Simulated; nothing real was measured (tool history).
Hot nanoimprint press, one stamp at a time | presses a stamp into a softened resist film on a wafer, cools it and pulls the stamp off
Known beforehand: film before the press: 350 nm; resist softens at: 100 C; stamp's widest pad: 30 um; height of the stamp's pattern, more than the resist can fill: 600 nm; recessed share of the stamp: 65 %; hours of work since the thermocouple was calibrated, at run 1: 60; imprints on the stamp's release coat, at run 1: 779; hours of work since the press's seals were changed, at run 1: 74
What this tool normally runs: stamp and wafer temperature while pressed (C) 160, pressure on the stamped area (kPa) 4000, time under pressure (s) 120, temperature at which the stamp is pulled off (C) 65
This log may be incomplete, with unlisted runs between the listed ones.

run,hour,stamp and wafer temperature while pressed (C),pressure on the stamped area (kPa),time under pressure (s),temperature at which the stamp is pulled off (C),hours of work since the thermocouple was calibrated,imprints on the stamp's release coat,hours of work since the press's seals were changed,resist left under the stamp's widest pad (angstrom),greatest force while the stamp is pulled off (N)
1,0.0,160,4000,120,65,60,779,74,1227,120
2,4.5,160,4000,120,65,62,798,76,1237,127
3,8.7,166,4000,120,65,64,815,78,940,124
4,17.1,171,4000,120,65,69,850,83,762,122
# hour 23.5: stamp cleaned and given a new release coat
5,28.4,171,4000,120,65,72,21,86,758,94
6,37.2,160,2510,120,65,77,57,91,1600,96
7,44.2,160,2510,120,65,80,86,94,1601,100
8,52.0,163,2510,120,65,85,119,99,1402,98
9,59.9,163,2510,120,65,89,152,103,1392,99
10,68.1,163,2510,120,65,93,186,107,1401,102
11,73.3,163,2510,120,65,96,208,110,1413,102
12,81.9,163,2510,120,65,101,244,115,1405,106
13,87.1,160,4000,120,65,104,265,118,1224,102
14,93.8,160,4000,120,65,107,293,121,1215,104
15,102.0,160,4000,120,65,112,327,126,1235,109
16,109.9,160,4000,120,65,116,360,130,1223,108
17,116.6,160,3740,120,63,120,388,134,1264,112
18,122.5,160,3740,176,70,123,413,137,1105,100
19,130.0,149,4000,120,65,127,444,141,2062,109
20,138.6,149,4000,120,65,131,480,145,2066,108
21,145.8,160,4760,145,72,135,510,149,1028,100
22,150.0,160,4010,120,53,138,527,152,1207,131
23,153.8,160,4010,120,53,140,543,154,1218,130
24,160.0,160,4000,120,65,143,569,157,1216,110
25,169.0,152,4000,120,65,148,607,162,1788,112
26,176.8,152,4000,120,65,152,639,166,1801,115
27,181.6,160,5200,69,55,155,659,169,1258,141
28,187.8,160,5200,69,55,158,685,172,1258,135
29,196.3,160,5200,69,55,163,720,177,1260,138

Consider 4 possible next runs. They are alternatives, not a sequence: every one starts from the tool as it was left by run 29. What does each give?
A,204.3,160,5160,82,58,167,754,181,?,?
B,204.3,160,4730,143,55,167,754,181,?,?
C,204.3,160,5200,167,55,167,754,181,?,?
D,204.3,160,3100,133,55,167,754,181,?,?

run,resist left under the stamp's widest pad (angstrom),greatest force while the stamp is pulled off (N)
A,1182,134
B,1038,136
C,932,136
D,1338,143
Stripped of hidden state, with their random variation kept, the same runs would have yielded:
run,resist left under the stamp's widest pad (angstrom),greatest force while the stamp is pulled off (N)
A,1222,106
B,1074,108
C,964,107
D,1387,113

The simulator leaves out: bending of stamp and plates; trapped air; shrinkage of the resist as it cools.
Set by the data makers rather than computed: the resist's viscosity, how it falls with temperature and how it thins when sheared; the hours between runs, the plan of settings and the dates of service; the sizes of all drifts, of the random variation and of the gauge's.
